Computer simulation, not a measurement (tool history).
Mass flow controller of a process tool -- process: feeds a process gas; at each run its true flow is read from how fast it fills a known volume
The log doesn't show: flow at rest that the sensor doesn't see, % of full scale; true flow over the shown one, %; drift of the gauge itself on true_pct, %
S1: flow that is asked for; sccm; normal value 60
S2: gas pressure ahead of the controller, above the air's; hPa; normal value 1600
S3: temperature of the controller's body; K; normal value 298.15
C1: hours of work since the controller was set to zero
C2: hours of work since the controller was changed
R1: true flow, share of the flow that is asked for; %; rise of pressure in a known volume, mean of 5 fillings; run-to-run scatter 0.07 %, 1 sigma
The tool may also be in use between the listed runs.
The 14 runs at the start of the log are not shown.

run,hour,S1,S2,S3,C1,C2,R1
15,2139.4,37,2650,298.15,1778,1778,97.76
16,2225.6,60,1600,298.15,1829,1829,99.22
17,2361.5,60,1600,298.15,1909,1909,99.07
18,2553.6,60,1600,298.15,2023,2023,99.03
19,2650.8,60,1600,298.15,2081,2081,99.14
# hour 2669.1: controller's zero set anew
20,2846.0,60,1600,298.15,105,2196,98.95
21,3020.4,60,1600,298.15,208,2299,98.95
22,3138.0,88,1600,298.15,277,2369,99.65
23,3242.8,88,1600,298.15,339,2431,99.62
24,3437.0,60,1600,298.15,454,2545,98.81

Estimate the outcome of run 25 from the log above:
# hour 3567.2: controller's zero set anew, once more
25,3567.2,15,1600,306.15,0,2622,?

{"run 25": {"R1": 97.54}}
With the hidden condition absent and the run-to-run variation left alone, this run would have shown R1 97.55 %.
